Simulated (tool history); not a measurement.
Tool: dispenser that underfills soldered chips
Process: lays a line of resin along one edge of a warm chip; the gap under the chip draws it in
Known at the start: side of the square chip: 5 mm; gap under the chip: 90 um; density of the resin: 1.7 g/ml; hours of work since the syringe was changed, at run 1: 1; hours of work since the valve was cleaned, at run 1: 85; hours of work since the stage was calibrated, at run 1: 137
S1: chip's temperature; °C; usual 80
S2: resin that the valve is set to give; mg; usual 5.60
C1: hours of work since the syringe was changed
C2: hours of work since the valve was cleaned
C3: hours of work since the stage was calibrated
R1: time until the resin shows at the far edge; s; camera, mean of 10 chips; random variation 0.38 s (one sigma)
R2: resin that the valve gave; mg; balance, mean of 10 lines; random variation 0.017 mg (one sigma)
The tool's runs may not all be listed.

run	day	S1	S2	C1	C2	C3	R1	R2
1	0.000	80	5.60	1	85	137	25.1	5.35
# day 0.342: new syringe of resin
2	0.367	80	5.60	0	92	143	24.4	5.33
3	0.629	80	5.60	5	96	148	34.5	5.33
# day 0.725: new syringe of resin
# day 0.788: dispensing valve cleaned and set on the balance
4	0.875	80	5.60	2	2	152	27.4	5.63
5	1.112	80	5.60	6	6	156	37.8	5.58
# day 1.150: new syringe of resin
6	1.500	80	5.60	6	13	163	36.8	5.55
# day 1.533: new syringe of resin
# day 1.912: new syringe of resin
7	1.912	80	5.60	0	20	170	23.7	5.54
8	2.238	80	5.60	6	26	176	35.9	5.53
# day 2.279: new syringe of resin
9	2.450	80	5.60	3	30	179	29.4	5.52
# day 2.658: new syringe of resin
10	2.658	80	5.60	0	33	183	23.6	5.53
11	2.833	80	5.60	3	36	186	30.1	5.48
# day 3.038: new syringe of resin
12	3.200	80	5.90	3	43	193	29.9	5.80
# day 3.408: new syringe of resin
13	3.500	80	5.90	2	48	198	27.6	5.75
# day 3.771: new syringe of resin
14	3.867	80	5.90	2	55	204	28.3	5.76
# day 4.146: new syringe of resin
15	4.204	80	5.90	1	60	210	26.7	5.74
16	4.438	80	5.90	5	65	215	35.6	5.70
# day 4.517: new syringe of resin
17	4.629	80	5.60	2	68	218	28.6	5.44
# day 4.888: new syringe of resin
18	4.917	83	6.55	1	73	223	21.1	6.33
# day 5.258: new syringe of resin
19	5.321	66	5.76	1	80	230	49.0	5.56
# day 5.633: new syringe of resin
20	5.633	66	5.76	0	86	236	45.1	5.53
# day 6.021: new syringe of resin
21	6.042	71	5.76	0	93	243	38.0	5.49
# day 6.396: dispensing valve cleaned and set on the balance
22	6.396	72	5.65	6	0	249	52.2	5.65
# day 6.438: new syringe of resin
23	6.775	92	5.60	6	7	255	22.4	5.57

Forecast run 24:
# day 6.825: new syringe of resin
24	7.158	80	6.15	6	13	262	?	?

Run 24 gave R1 37.0 s, R2 6.13 mg.
Without the tool's hidden state the same run would have given R1 21.7 s, R2 6.17 mg.

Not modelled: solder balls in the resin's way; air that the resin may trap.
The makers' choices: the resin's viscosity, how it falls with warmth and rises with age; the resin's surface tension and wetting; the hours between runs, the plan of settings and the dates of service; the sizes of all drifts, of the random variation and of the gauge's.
